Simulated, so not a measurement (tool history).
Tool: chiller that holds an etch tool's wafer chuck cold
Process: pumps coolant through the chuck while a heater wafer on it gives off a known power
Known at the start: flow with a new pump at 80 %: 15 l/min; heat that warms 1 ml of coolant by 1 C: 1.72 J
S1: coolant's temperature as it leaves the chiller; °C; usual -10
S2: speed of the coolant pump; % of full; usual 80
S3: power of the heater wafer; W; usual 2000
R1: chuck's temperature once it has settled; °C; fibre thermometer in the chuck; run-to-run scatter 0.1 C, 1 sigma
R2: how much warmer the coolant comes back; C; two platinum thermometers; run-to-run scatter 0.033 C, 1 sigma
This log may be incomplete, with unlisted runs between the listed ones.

run	hour	S1	S2	S3	R1	R2
1	0	-10	80	2000	6.6	4.69
2	58.3	-10	80	2000	6.5	4.63
3	97.6	-10	80	1887	5.4	4.34
4	132	-10	80	2000	6.4	4.66
5	161.4	-10	80	2000	6.5	4.61
6	194.2	-13	80	2000	3.3	4.62
7	225.6	-13	80	2000	3.4	4.6
8	252.5	-9	80	2000	7.5	4.61
9	298.4	-10	74	2023	7.5	5.13
10	347.5	-17	84	2576	3.8	5.67
11	388.8	-9	98	1738	4	3.22
12	439	-14	78	1121	-4.5	2.66
13	503.8	-13	96	1164	-4.3	2.16
14	537.2	-13	96	1164	-4.2	2.14
15	583.4	-10	80	2031	6.9	4.64
16	610.9	-10	80	2031	6.7	4.67

Forecast each of these 5 alternatives for the next run:
A	672.9	-7	60	2314	?	?
B	672.9	-19	86	2602	?	?
C	672.9	-9	80	2652	?	?
D	672.9	-10	80	2896	?	?
E	672.9	-7	80	1943	?	?

run	R1	R2
A	15.4	7.2
B	1.5	5.52
C	12.9	6.03
D	14	6.67
E	9	4.39
The same runs, with their run-to-run variation unchanged, on a tool lacking any hidden condition would have given:
run	R1	R2
A	15.4	7.3
B	1.5	5.62
C	12.9	6.13
D	14	6.77
E	9	4.5

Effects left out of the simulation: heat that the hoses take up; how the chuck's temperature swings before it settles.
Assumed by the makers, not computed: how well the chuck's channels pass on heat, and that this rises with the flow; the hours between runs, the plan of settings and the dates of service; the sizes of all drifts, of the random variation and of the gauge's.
